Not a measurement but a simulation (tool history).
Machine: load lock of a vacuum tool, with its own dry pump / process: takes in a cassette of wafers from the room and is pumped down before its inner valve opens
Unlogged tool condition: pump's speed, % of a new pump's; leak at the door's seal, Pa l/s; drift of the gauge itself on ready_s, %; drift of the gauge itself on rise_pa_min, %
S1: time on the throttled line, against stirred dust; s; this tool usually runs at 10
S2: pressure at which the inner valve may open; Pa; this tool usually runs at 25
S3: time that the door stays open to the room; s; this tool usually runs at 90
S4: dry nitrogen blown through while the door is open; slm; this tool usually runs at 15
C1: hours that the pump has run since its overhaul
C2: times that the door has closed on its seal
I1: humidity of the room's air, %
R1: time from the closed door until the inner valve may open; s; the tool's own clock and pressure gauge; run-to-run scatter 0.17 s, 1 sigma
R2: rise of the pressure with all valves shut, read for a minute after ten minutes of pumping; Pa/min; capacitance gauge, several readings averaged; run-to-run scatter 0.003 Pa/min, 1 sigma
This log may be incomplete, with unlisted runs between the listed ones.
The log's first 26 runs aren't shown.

run,day,S1,S2,S3,S4,C1,C2,I1,R1,R2
27,188.733,10,33,138,15,9795,10724,45.6,20.8,0.268
28,193.100,9,25,90,15,9899,11058,42.4,20.6,0.267
29,198.758,10,25,41,15,10035,11490,46.0,21.4,0.264
30,205.333,15,25,41,15,10193,11992,47.3,24.8,0.275
31,211.912,15,25,41,15,10351,12494,44.4,24.9,0.301
32,216.175,10,23,27,15,10453,12820,44.5,21.6,0.303
33,220.988,5,25,90,15,10569,13187,44.0,17.9,0.332
34,226.742,12,44,90,15,10707,13627,46.6,21.8,0.354
# day 228.333: dry pump taken out, an overhauled one fitted
35,234.092,10,18,54,5,138,14169,43.8,19.2,0.388
36,238.575,10,18,54,5,246,14511,44.7,19.3,0.394

Branching from run 36: 3 alternative next runs. What would each branch give?
A,246.704,11,25,28,9,441,15132,46.3,?,?
B,246.704,10,18,94,30,441,15132,42.4,?,?
C,246.704,13,18,32,17,441,15132,47.5,?,?

run,R1,R2
A,19.6,0.401
B,19.2,0.398
C,21.7,0.399
Stripped of hidden state, with their random variation kept, the same runs would have yielded:
run,R1,R2
A,19.5,0.036
B,19.0,0.031
C,21.6,0.035
